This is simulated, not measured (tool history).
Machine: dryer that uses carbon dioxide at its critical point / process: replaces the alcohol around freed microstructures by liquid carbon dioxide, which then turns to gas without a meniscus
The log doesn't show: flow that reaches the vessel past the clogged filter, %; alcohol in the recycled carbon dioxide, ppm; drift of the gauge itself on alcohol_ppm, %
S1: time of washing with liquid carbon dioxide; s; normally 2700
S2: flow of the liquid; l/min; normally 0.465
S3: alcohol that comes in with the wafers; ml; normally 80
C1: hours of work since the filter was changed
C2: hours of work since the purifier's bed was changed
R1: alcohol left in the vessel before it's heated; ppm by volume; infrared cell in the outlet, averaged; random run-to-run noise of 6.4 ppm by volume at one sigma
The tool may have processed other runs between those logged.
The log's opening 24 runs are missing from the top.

run,hour,S1,S2,S3,C1,C2,R1
25,297.5,4260,0.438,80,130,692,283
26,311.1,2580,0.353,80,140,702,1289
27,324.4,2580,0.353,80,149,712,1272
28,340.9,1980,0.536,63,161,724,736
29,356.3,3720,0.479,62,173,735,309
30,367.6,2220,0.381,60,181,744,1252
31,381.7,2220,0.381,60,191,754,1285
32,390.6,2220,0.381,60,198,760,1261
33,408.0,2220,0.381,60,210,773,1339
34,421.6,2640,0.465,80,220,783,678
35,438.4,3660,0.714,31,233,795,278
36,452.4,2220,0.572,52,243,806,495
37,469.5,2220,0.758,26,255,818,309
38,480.7,4260,0.651,60,264,826,280
39,492.5,4260,0.651,60,272,835,291
40,506.6,1800,0.653,64,282,845,683
41,521.0,1680,0.351,29,293,856,1469
42,534.0,3420,0.304,33,303,865,656
43,544.3,3420,0.468,34,310,873,343
44,558.6,3900,0.390,44,320,883,415
45,565.9,2700,0.768,25,326,889,313
# hour 577.1: purifier's bed changed
46,579.6,2880,0.391,21,334,2,181
47,589.2,3420,0.465,80,341,9,179

3 options for the next run, each taken on its own from the tool as it stands now. Forecast them:
A,599.9,2280,0.671,116,348,17,?
B,599.9,1680,0.465,80,348,17,?
C,599.9,3420,0.465,65,348,17,?

run,R1
A,265
B,1877
C,144
The same runs, with their run-to-run variation unchanged, on a tool lacking any hidden condition would have given:
run,R1
A,129
B,1318
C,70
